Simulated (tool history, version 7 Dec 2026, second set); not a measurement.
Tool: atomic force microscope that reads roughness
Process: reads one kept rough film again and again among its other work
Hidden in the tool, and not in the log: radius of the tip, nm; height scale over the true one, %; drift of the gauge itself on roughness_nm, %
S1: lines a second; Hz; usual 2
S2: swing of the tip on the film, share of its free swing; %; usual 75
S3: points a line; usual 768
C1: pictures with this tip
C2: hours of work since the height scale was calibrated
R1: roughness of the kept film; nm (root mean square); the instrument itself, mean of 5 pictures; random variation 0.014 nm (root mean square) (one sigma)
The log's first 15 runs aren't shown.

run   hour    S1  S2   S3   C1   C2     R1
 16  344.8     2  75  380  222  644  2.902
     358.9  -- new tip fitted
 17  362.8  2.25  90  306    4  653   2.84
 18  383.2  3.17  63  768   28  665  3.289
 19  409.6  3.17  63  272   59  679  3.216
 20  426.5  2.07  75  523   78  689  3.093
 21  454.3     2  59  809  110  704  3.279
 22    475  2.43  85  842  134  716  2.733
 23    490     2  81  768  152  724  2.853
 24  503.9     2  81  768  168  732  2.848
 25  531.1  3.55  75  332  200  747  2.655
 26  551.2  2.52  56  411  223  758  3.061
     564.3  -- new tip fitted
 27  576.9  2.52  56  411   14  772  3.507
 28  604.2  3.07  57  720   46  787  3.368
 29  616.8   1.1  71  844   61  794  3.382
 30  641.8  0.86  63  501   90  808  3.431
 31  662.2  3.63  73  804  113  819  2.888

Forecast each of these 5 alternatives for the next run:
  A  679.2  2.49  73  804  133  828   ?
  B  679.2     2  75  964  133  828   ?
  C  679.2  0.91  73  804  133  828   ?
  D  679.2  1.39  76  692  133  828   ?
  E  679.2  0.56  57  467  133  828   ?

run     R1
  A  3.017
  B  3.044
  C  3.266
  D  3.118
  E  3.371
Without the tool's hidden state the same runs would have given:
run     R1
  A   3.22
  B  3.248
  C  3.484
  D  3.328
  E  3.597
